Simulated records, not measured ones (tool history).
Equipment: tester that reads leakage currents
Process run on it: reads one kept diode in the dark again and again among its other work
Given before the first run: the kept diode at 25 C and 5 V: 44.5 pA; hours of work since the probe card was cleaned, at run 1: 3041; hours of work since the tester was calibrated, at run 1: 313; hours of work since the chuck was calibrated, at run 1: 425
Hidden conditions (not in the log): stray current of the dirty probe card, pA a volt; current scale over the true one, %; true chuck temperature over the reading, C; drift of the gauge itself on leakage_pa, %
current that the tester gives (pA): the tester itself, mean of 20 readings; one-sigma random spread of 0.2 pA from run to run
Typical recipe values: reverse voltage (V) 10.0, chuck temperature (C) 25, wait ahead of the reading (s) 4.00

| run | day | reverse voltage (V) | chuck temperature (C) | wait ahead of the reading (s) | hours of work since the probe card was cleaned | hours of work since the tester was calibrated | hours of work since the chuck was calibrated | current that the tester gives (pA) |
|---|---|---|---|---|---|---|---|---|
| 1 | 0.000 | 10.0 | 25 | 4.00 | 3041 | 313 | 425 | 74.71 |
| 2 | 4.446 | 1.5 | 25 | 4.00 | 3115 | 386 | 498 | 25.18 |
| 3 | 7.383 | 1.5 | 25 | 0.65 | 3163 | 434 | 546 | 25.53 |
| 4 | 10.825 | 10.0 | 25 | 4.00 | 3220 | 491 | 603 | 74.06 |
|  | 11.433 | probe card cleaned and baked |
| 5 | 14.454 | 10.0 | 25 | 1.82 | 50 | 549 | 661 | 60.96 |
| 6 | 19.646 | 10.0 | 25 | 7.55 | 135 | 634 | 746 | 59.78 |
| 7 | 24.250 | 10.0 | 25 | 6.37 | 211 | 710 | 822 | 59.53 |
| 8 | 29.721 | 10.0 | 25 | 6.37 | 301 | 800 | 912 | 59.46 |
| 9 | 32.267 | 10.5 | 20 | 9.15 | 343 | 842 | 954 | 38.38 |
| 10 | 35.667 | 1.6 | 20 | 1.65 | 399 | 898 | 1010 | 14.30 |
| 11 | 38.858 | 13.3 | 20 | 1.65 | 451 | 950 | 1062 | 45.10 |
| 12 | 43.279 | 8.5 | 27 | 0.63 | 524 | 1023 | 1135 | 67.68 |
| 13 | 48.304 | 8.5 | 27 | 0.63 | 607 | 1105 | 1218 | 67.50 |
| 14 | 53.408 | 6.2 | 23 | 2.87 | 691 | 1189 | 1301 | 38.16 |
| 15 | 58.267 | 6.2 | 23 | 2.87 | 770 | 1269 | 1381 | 38.06 |
| 16 | 60.650 | 6.2 | 23 | 2.87 | 810 | 1309 | 1421 | 37.98 |

3 options for the next run, each taken on its own from the tool as it stands now. Forecast them:
| A | 64.783 | 7.6 | 23 | 2.87 | 878 | 1377 | 1489 | ? |
| B | 64.783 | 15.3 | 23 | 8.87 | 878 | 1377 | 1489 | ? |
| C | 64.783 | 10.0 | 25 | 0.58 | 878 | 1377 | 1489 | ? |

| run | current that the tester gives (pA) |
|---|---|
| A | 42.64 |
| B | 61.79 |
| C | 61.97 |
Had the tool no hidden state, the same runs would have come out as:
| run | current that the tester gives (pA) |
|---|---|
| A | 46.50 |
| B | 65.66 |
| C | 67.44 |
